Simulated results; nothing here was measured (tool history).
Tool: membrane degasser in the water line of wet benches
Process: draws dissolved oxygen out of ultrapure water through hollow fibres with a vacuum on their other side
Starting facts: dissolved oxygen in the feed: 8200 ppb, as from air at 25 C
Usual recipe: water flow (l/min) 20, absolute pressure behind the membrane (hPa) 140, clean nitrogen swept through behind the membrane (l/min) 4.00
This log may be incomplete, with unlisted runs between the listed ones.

run   hour  water flow (l/min)  absolute pressure behind the membrane (hPa)  clean nitrogen swept through behind the membrane (l/min)  dissolved oxygen in the water behind the degasser (ppb)  pressure that the water loses in the fibres (hPa)
  1    0.0                  20                                          140                                                      4.00                                                    165.2                                              434.2
  2   65.6                  20                                          140                                                      4.00                                                    166.0                                              435.5
  3  125.4                  29                                          140                                                      4.00                                                    271.8                                              627.1
  4  159.5                  29                                          140                                                      4.00                                                    275.4                                              627.6
  5  214.1                  29                                          140                                                      4.00                                                    275.5                                              629.6
  6  245.8                  29                                          140                                                      4.00                                                    280.9                                              628.0
  7  288.3                  20                                          296                                                      4.00                                                    345.5                                              435.2
  8  343.8                  20                                          296                                                      4.00                                                    343.6                                              439.2
  9  394.9                  20                                          296                                                      4.00                                                    348.3                                              436.5
 10  424.5                  14                                          140                                                      4.00                                                    104.4                                              309.0
 11  483.7                  20                                          182                                                      3.97                                                    211.9                                              432.9
 12  541.4                  20                                          182                                                      3.97                                                    213.0                                              437.5
 13  606.0                  17                                          157                                                      3.97                                                    152.8                                              370.2
 14  663.8                  16                                          174                                                      4.00                                                    158.1                                              348.2
 15  707.6                  13                                          116                                                      1.71                                                    160.0                                              285.5
 16  751.1                  13                                          116                                                      1.71                                                    162.8                                              285.3

Each row is a separate what-if for the run after 16, all from the same tool condition, not one after another. Results?
  A  798.7                  21                                          140                                                      3.79                                                        ?                                                  ?
  B  798.7                  32                                          140                                                      7.09                                                        ?                                                  ?
  C  798.7                  29                                          107                                                      8.70                                                        ?                                                  ?

run  dissolved oxygen in the water behind the degasser (ppb)  pressure that the water loses in the fibres (hPa)
  A                                                    188.8                                              458.9
  B                                                    237.3                                              701.2
  C                                                    159.1                                              631.1
With the hidden condition removed and each run's random variation left untouched, the same runs would have given:
run  dissolved oxygen in the water behind the degasser (ppb)  pressure that the water loses in the fibres (hPa)
  A                                                    184.0                                              452.7
  B                                                    229.2                                              691.7
  C                                                    152.4                                              622.5

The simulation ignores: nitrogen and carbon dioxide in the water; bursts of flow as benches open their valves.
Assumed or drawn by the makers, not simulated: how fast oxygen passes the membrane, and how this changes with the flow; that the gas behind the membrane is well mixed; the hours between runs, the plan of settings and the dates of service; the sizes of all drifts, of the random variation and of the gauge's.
